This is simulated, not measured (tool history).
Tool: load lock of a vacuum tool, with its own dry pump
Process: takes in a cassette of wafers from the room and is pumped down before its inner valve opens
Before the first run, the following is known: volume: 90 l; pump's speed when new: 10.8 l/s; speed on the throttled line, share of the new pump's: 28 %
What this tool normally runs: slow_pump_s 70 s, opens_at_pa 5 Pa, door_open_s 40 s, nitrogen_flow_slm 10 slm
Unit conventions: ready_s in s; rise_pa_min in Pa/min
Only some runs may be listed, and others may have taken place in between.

| run | hour | slow_pump_s | opens_at_pa | door_open_s | nitrogen_flow_slm | incoming humidity of the room's air, % | ready_s | rise_pa_min |
|---|---|---|---|---|---|---|---|---|
| 1 | 0 | 70 | 5 | 40 | 10 | 45 | 134.2 | 0.019 |
| 2 | 120.9 | 70 | 5 | 40 | 10 | 44.4 | 133.8 | 0.016 |
| 3 | 194.3 | 70 | 5 | 40 | 10 | 49.5 | 134.4 | 0.022 |
| 4 | 259.6 | 70 | 5 | 40 | 10 | 41.6 | 134.2 | 0.013 |
| 5 | 373.4 | 70 | 5 | 40 | 10 | 45.4 | 134.6 | 0.01 |
| 6 | 462.7 | 70 | 5 | 40 | 10 | 41.5 | 133.3 | 0.017 |
| 7 | 524.4 | 70 | 5 | 40 | 10 | 45.6 | 132.1 | 0.015 |
| 8 | 573.5 | 70 | 5 | 40 | 10 | 45.9 | 133.9 | 0.012 |
| 9 | 650.1 | 70 | 5 | 40 | 10 | 42.8 | 134.2 | 0.013 |
| 10 | 737 | 70 | 5 | 40 | 10 | 44.7 | 135.3 | 0.016 |
| 11 | 823.3 | 70 | 4 | 40 | 10 | 41.9 | 138.1 | 0.01 |
| 12 | 896.1 | 70 | 5 | 45 | 10 | 46.8 | 134.8 | 0.011 |
| 13 | 958.5 | 70 | 5 | 125 | 10 | 48.9 | 134.1 | 0.019 |
| 14 | 1036.5 | 70 | 5 | 125 | 10 | 44 | 132.8 | 0.015 |
|  | 1050.5 | dry pump taken out, an overhauled one fitted |
| 15 | 1110.8 | 70 | 5 | 125 | 10 | 45.4 | 135.5 | 0.018 |
| 16 | 1221.3 | 70 | 5 | 40 | 18 | 46.5 | 134.6 | 0.007 |
| 17 | 1332.7 | 70 | 5 | 40 | 18 | 41.1 | 134.9 | 0.006 |
| 18 | 1419.8 | 70 | 5 | 40 | 10 | 47.9 | 133 | 0.015 |
| 19 | 1513.1 | 70 | 5 | 40 | 10 | 45 | 134.6 | 0.013 |
| 20 | 1608.9 | 70 | 5 | 40 | 10 | 48.2 | 135.4 | 0.016 |
| 21 | 1707.9 | 41 | 10 | 234 | 6 | 46.5 | 106.8 | 0.032 |
| 22 | 1787.6 | 75 | 4 | 88 | 25 | 46.8 | 140.5 | 0.01 |
| 23 | 1837.4 | 44 | 4 | 40 | 8 | 42.3 | 118.1 | 0.01 |
| 24 | 1927.5 | 83 | 10 | 46 | 23 | 42.9 | 138.6 | 0.003 |
| 25 | 2022.3 | 70 | 5 | 154 | 10 | 46.5 | 134.4 | 0.021 |
| 26 | 2117.4 | 108 | 5 | 40 | 8 | 44 | 161.6 | 0.019 |
| 27 | 2167.9 | 52 | 8 | 40 | 22 | 46.9 | 117.9 | 0.004 |
| 28 | 2259.9 | 79 | 5 | 94 | 10 | 45.4 | 140.8 | 0.021 |

Predict the results of run 29:
| 29 | 2338.3 | 82 | 6 | 62 | 8 | 40.6 | ? | ? |

Run 29 yielded ready_s 142.7 s, rise_pa_min 0.018 Pa/min.
If the tool had no hidden condition, the same run with the same run-to-run variation would have returned ready_s 142.7 s, rise_pa_min 0.017 Pa/min.
